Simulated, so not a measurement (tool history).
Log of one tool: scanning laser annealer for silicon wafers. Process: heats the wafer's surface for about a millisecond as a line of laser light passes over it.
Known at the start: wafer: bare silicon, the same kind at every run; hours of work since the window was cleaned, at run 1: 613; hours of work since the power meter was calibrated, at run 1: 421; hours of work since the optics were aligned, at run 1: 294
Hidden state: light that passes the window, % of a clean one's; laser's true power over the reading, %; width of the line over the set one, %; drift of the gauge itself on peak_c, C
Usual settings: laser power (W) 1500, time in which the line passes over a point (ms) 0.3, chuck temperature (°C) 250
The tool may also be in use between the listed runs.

run,day,laser power (W),time in which the line passes over a point (ms),chuck temperature (°C),hours of work since the window was cleaned,hours of work since the power meter was calibrated,hours of work since the optics were aligned,highest temperature of the surface (°C)
1,0,1500,0.3,250,613,421,294,956
2,2.292,1500,0.299,250,654,462,335,955
3,4.425,1380,0.299,250,693,501,373,878
4,6.038,1406,0.3,250,721,529,402,894
5,7.729,1406,0.3,250,752,560,432,889
6,10.125,1623,0.3,250,795,603,475,1020
7,12.804,1623,0.3,250,843,651,523,1013
8,15.425,1623,0.3,250,890,698,570,1012
9,17.25,1623,0.3,250,923,731,603,1008
10,18.883,1623,0.3,250,952,760,632,1009
11,20.338,1623,0.3,250,978,786,659,1004
# day 20.888: window over the wafer cleaned
12,21.842,1623,0.3,250,17,812,684,1060
13,23.688,1623,0.3,250,50,845,717,1060
14,24.983,1478,0.3,250,73,868,740,967
15,26.796,1478,0.3,250,106,900,773,961
# day 28.525: optics aligned, line set to its width
16,29.25,1500,0.3,250,146,941,13,983
17,31.108,1500,0.3,250,180,974,46,985
18,32.554,1500,0.3,250,206,1000,72,980
19,34.646,1500,0.242,250,243,1038,110,909
20,37.25,1500,0.341,250,290,1084,157,1021
21,38.404,1362,0.341,250,311,1105,177,928
22,40.488,1446,0.3,219,348,1142,215,910
23,43.204,1446,0.3,219,397,1191,263,908
24,45.371,1446,0.358,219,435,1230,302,966
25,48.092,1446,0.358,219,484,1279,351,959
26,50.204,1537,0.323,246,522,1317,389,1007
# day 50.521: laser's power meter calibrated
27,52.288,1588,0.291,226,557,32,424,980
28,54.071,1588,0.291,226,589,64,456,980
# day 55.908: laser's power meter calibrated, once more
29,56.254,1588,0.291,226,626,6,493,970
30,57.392,1377,0.365,220,647,27,513,907
31,59.342,1377,0.296,231,682,62,548,853
32,61.962,1377,0.307,231,729,109,595,860
33,64.383,1337,0.297,264,772,152,639,858
34,66.554,1400,0.297,218,811,191,678,843
35,67.925,1499,0.337,230,836,216,702,950
36,70,1390,0.261,244,873,253,740,826
37,71.812,1390,0.261,244,905,285,772,826
# day 73.538: optics aligned, line set to its width
38,74.075,1479,0.249,271,942,322,10,892
39,76.2,1500,0.226,240,980,360,48,842
# day 76.504: window over the wafer cleaned
40,77.571,1500,0.226,240,19,383,71,889

Hidden state or all else? Some run-to-run changes of highest temperature of the surface (°C), split into what the settings, what came in and random variation would give without the hidden state, and what is left for the hidden state (with any gauge scatter that isn't in both results):
Run 5 -> 6: laser power (W) 1406 -> 1623. highest temperature of the surface (°C) +131: hidden state -10, all else +141.
Run 11 -> 12: window over the wafer cleaned. highest temperature of the surface (°C) +56: hidden state +54, all else +2.
Run 19 -> 20: time in which the line passes over a point (ms) 0.242 -> 0.341. highest temperature of the surface (°C) +112: hidden state -4, all else +116.
Run 35 -> 36: laser power (W) 1499 -> 1390, time in which the line passes over a point (ms) 0.337 -> 0.261, chuck temperature (°C) 230 -> 244. highest temperature of the surface (°C) -124: hidden state +9, all else -133.
Run 39 -> 40: window over the wafer cleaned. highest temperature of the surface (°C) +47: hidden state +44, all else +3.

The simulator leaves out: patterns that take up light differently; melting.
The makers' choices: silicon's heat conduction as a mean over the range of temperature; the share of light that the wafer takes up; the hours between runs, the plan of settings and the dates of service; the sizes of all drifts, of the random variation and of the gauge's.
